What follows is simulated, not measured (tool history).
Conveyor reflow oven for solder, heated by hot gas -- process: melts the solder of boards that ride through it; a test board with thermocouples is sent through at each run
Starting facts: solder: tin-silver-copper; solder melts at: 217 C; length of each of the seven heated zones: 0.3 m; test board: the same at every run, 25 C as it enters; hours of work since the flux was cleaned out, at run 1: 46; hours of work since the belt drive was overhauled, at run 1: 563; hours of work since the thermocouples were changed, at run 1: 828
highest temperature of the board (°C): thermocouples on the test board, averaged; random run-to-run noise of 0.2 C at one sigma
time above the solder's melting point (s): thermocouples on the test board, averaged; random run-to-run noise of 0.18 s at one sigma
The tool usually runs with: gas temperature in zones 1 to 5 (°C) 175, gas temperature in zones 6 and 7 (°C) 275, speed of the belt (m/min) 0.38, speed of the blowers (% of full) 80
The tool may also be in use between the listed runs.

| run | hour | gas temperature in zones 1 to 5 (°C) | gas temperature in zones 6 and 7 (°C) | speed of the belt (m/min) | speed of the blowers (% of full) | hours of work since the flux was cleaned out | hours of work since the belt drive was overhauled | hours of work since the thermocouples were changed | highest temperature of the board (°C) | time above the solder's melting point (s) |
|---|---|---|---|---|---|---|---|---|---|---|
| 1 | 0 | 175 | 275 | 0.38 | 80 | 46 | 563 | 828 | 265.8 | 83.1 |
| 2 | 14.9 | 175 | 289 | 0.38 | 80 | 54 | 572 | 836 | 279.3 | 89.2 |
|  | 25.5 | thermocouples of zones 6 and 7 changed |
| 3 | 43 | 175 | 289 | 0.38 | 80 | 69 | 587 | 10 | 276.6 | 88.2 |
| 4 | 67.9 | 175 | 275 | 0.349 | 80 | 84 | 601 | 24 | 266 | 90.8 |
| 5 | 96.9 | 175 | 275 | 0.38 | 66 | 100 | 618 | 41 | 261.4 | 79 |
| 6 | 125.2 | 175 | 275 | 0.38 | 80 | 117 | 634 | 57 | 263 | 81.6 |
| 7 | 141.2 | 175 | 275 | 0.38 | 80 | 126 | 643 | 67 | 263.7 | 81.5 |
| 8 | 170.8 | 175 | 275 | 0.38 | 80 | 143 | 660 | 84 | 263.3 | 81.5 |
| 9 | 192.7 | 175 | 275 | 0.38 | 80 | 155 | 673 | 96 | 263.3 | 81.3 |
| 10 | 212.5 | 175 | 275 | 0.38 | 80 | 167 | 684 | 108 | 263 | 81 |
| 11 | 239.5 | 175 | 275 | 0.38 | 80 | 182 | 700 | 123 | 263.2 | 80.9 |
| 12 | 257.2 | 175 | 275 | 0.38 | 80 | 193 | 710 | 133 | 263.1 | 81.2 |
| 13 | 274.9 | 175 | 275 | 0.38 | 80 | 203 | 720 | 143 | 262.9 | 81 |
| 14 | 305.2 | 175 | 275 | 0.38 | 80 | 220 | 737 | 161 | 262.7 | 81 |
| 15 | 320.2 | 175 | 275 | 0.38 | 80 | 229 | 746 | 170 | 262.7 | 80.9 |
| 16 | 344.1 | 175 | 275 | 0.38 | 80 | 243 | 760 | 183 | 262.6 | 80.6 |
| 17 | 365.8 | 165 | 263 | 0.348 | 80 | 255 | 772 | 196 | 253 | 77.1 |
| 18 | 394.1 | 165 | 263 | 0.348 | 80 | 271 | 789 | 212 | 252.6 | 77 |
| 19 | 411.2 | 175 | 275 | 0.375 | 73 | 281 | 799 | 222 | 261.6 | 81.2 |
| 20 | 434.6 | 163 | 288 | 0.438 | 55 | 295 | 812 | 235 | 260.4 | 62.7 |
| 21 | 453.1 | 160 | 273 | 0.316 | 55 | 305 | 823 | 246 | 259.7 | 88 |
| 22 | 468.9 | 160 | 273 | 0.316 | 55 | 314 | 832 | 255 | 259.2 | 88 |
| 23 | 488 | 175 | 275 | 0.312 | 80 | 325 | 843 | 266 | 267.2 | 102.5 |
| 24 | 515.8 | 175 | 275 | 0.312 | 80 | 341 | 859 | 282 | 267 | 102.5 |
| 25 | 536.4 | 171 | 275 | 0.38 | 80 | 353 | 871 | 294 | 261.4 | 78.2 |
| 26 | 550.1 | 162 | 266 | 0.397 | 52 | 361 | 878 | 302 | 244.3 | 54.3 |
| 27 | 569.1 | 162 | 266 | 0.397 | 52 | 372 | 889 | 313 | 244.5 | 54.3 |
| 28 | 596.6 | 175 | 272 | 0.38 | 67 | 388 | 905 | 329 | 257.2 | 76.1 |
|  | 617 | flux residue cleaned out of gas plates and filters |
| 29 | 617.6 | 175 | 272 | 0.38 | 67 | 0 | 914 | 338 | 260.3 | 79.2 |
| 30 | 645.2 | 163 | 272 | 0.342 | 67 | 16 | 930 | 354 | 260.8 | 84.9 |
| 31 | 673.1 | 163 | 275 | 0.317 | 61 | 32 | 946 | 370 | 265 | 94.6 |
| 32 | 701.6 | 163 | 275 | 0.317 | 59 | 49 | 963 | 386 | 264.3 | 94.1 |

Forecast each of these 3 alternatives for the next run:
| A | 719 | 163 | 265 | 0.317 | 59 | 59 | 973 | 396 | ? | ? |
| B | 719 | 163 | 270 | 0.317 | 59 | 59 | 973 | 396 | ? | ? |
| C | 719 | 178 | 275 | 0.34 | 79 | 59 | 973 | 396 | ? | ? |

| run | highest temperature of the board (°C) | time above the solder's melting point (s) |
|---|---|---|
| A | 255.1 | 86.4 |
| B | 259.8 | 90.2 |
| C | 267.4 | 95.6 |
With no hidden state in the tool, these same runs would have given:
| run | highest temperature of the board (°C) | time above the solder's melting point (s) |
|---|---|---|
| A | 254.7 | 85.3 |
| B | 259.4 | 89.1 |
| C | 267 | 94.4 |
